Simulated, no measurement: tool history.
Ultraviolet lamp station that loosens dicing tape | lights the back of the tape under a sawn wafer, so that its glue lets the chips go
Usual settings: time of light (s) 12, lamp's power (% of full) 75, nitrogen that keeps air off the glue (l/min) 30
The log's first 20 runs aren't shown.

run,hour,time of light (s),lamp's power (% of full),nitrogen that keeps air off the glue (l/min),hours of work of the lamp,hours of work since the window was cleaned,force that peels the tape off (N),light that reached the tape (mJ/cm²)
21,417.3,12,75,36,559,34,0.469,291
22,429.8,12,75,36,568,43,0.459,288
23,446.7,12,75,36,580,55,0.486,286
24,469.7,8,75,36,597,72,1.203,187
25,487.6,7,78,11,610,85,2.814,172
26,517.1,22,80,33,631,106,0.176,545
27,531.5,20,64,15,641,116,0.468,397
28,559.7,20,64,15,661,136,0.485,400
29,583,12,94,30,678,153,0.369,344
30,608.3,12,94,30,696,171,0.393,344
31,627.6,12,75,14,710,185,1.217,271
32,642,12,83,30,721,196,0.522,301
33,671,12,83,30,741,216,0.525,295
34,699.8,12,83,30,762,237,0.542,289
35,717.4,15,83,19,775,250,0.493,359
36,745.4,12,85,44,795,270,0.417,290
37,769.2,7,86,31,812,287,1.58,173
38,783.4,9,70,38,822,297,1.234,176

Forecast run 39:
39,795.4,9,86,38,831,306,?,?

{"run 39": {"force that peels the tape off (N)": 0.872, "light that reached the tape (mJ/cm²)": 217}}
Without the tool's hidden state the same run would have given force that peels the tape off (N) 0.462, light that reached the tape (mJ/cm²) 287.

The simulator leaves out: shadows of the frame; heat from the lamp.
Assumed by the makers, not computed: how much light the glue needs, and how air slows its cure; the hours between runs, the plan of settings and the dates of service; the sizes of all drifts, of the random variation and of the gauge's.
